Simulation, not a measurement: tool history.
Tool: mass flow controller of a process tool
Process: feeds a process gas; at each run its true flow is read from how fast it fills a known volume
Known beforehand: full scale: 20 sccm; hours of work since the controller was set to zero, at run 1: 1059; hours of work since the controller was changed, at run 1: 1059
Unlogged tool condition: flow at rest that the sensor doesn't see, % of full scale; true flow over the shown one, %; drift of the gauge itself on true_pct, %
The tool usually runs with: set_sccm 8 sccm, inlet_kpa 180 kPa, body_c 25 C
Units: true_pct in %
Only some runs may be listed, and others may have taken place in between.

run    hour  set_sccm  inlet_kpa  body_c  hours of work since the controller was set to zero  hours of work since the controller was changed  true_pct
  1     0.0         8        180      25                                                1059                                            1059     98.52
  2    85.6         8        180      25                                                1103                                            1103     98.39
  3   171.9         8        180      25                                                1148                                            1148     98.32
  4   260.4         8        180      25                                                1194                                            1194     98.38
  5   303.4         8        180      25                                                1216                                            1216     98.32
  6   361.5         8        180      25                                                1246                                            1246     98.29
  7   451.3         8        180      25                                                1293                                            1293     98.38
  8   525.0         8        180      27                                                1331                                            1331     98.32
  9   593.2         8        180      27                                                1367                                            1367     98.40
 10   661.1         8        180      28                                                1402                                            1402     98.41
 11   727.7         8        180      25                                                1437                                            1437     98.37
      735.6  -- controller's zero set anew
 12   769.6         8        180      25                                                  18                                            1458     98.36
 13   863.0         8        180      25                                                  66                                            1507     98.23
 14   914.4         8        180      35                                                  93                                            1533     98.65
      969.3  -- controller's zero set anew, once more
 15   993.6         8        180      35                                                  13                                            1574     99.17
 16  1038.8         8        180      35                                                  36                                            1598     99.08
 17  1082.4         8        180      35                                                  59                                            1620     99.23
 18  1129.7         8        144      35                                                  83                                            1645     99.29
 19  1176.5         8        144      35                                                 108                                            1669     99.40
 20  1269.2         8        172      25                                                 156                                            1717     99.00
 21  1325.1         8        172      25                                                 185                                            1747     98.80
 22  1395.8        17        197      29                                                 222                                            1783    100.37
 23  1459.5        17        197      29                                                 255                                            1816    100.33
 24  1502.2         4        180      24                                                 277                                            1839     98.07
 25  1560.8         4        180      24                                                 307                                            1869     98.19
 26  1624.6         4        185      32                                                 340                                            1902     98.38
 27  1721.7         2        180      25                                                 391                                            1953     97.33
 28  1776.7         2        180      25                                                 419                                            1981     97.45
 29  1853.2         2        180      25                                                 459                                            2021     97.45
 30  1903.8         2        180      25                                                 485                                            2047     97.40
 31  1966.7         2        154      25                                                 518                                            2080     97.37
 32  2062.1         2        154      25                                                 568                                            2129     97.33
 33  2127.9        17        180      21                                                 602                                            2164    100.21
 34  2222.8        16        175      21                                                 651                                            2213    100.04
 35  2301.5        16        175      26                                                 692                                            2254    100.26
 36  2358.1         8        180      26                                                 721                                            2283     98.92
 37  2412.2        12        184      25                                                 750                                            2311     99.53
 38  2456.3         4        194      21                                                 772                                            2334     97.74
 39  2527.7         5        217      37                                                 810                                            2371     98.39
 40  2613.5         8        275      23                                                 854                                            2416     98.28

Predict each of these 4 candidate next runs independently; none follows another, all start after run 40:
  A  2660.2         8        180      22                                                 878                                            2440         ?
  B  2660.2         5        212      32                                                 878                                            2440         ?
  C  2660.2         8        244      25                                                 878                                            2440         ?
  D  2660.2         8        279      25                                                 878                                            2440         ?

run  true_pct
  A     98.83
  B     98.12
  C     98.51
  D     98.23
Without the tool's hidden state the same runs would have given:
run  true_pct
  A     98.25
  B     97.72
  C     97.93
  D     97.65
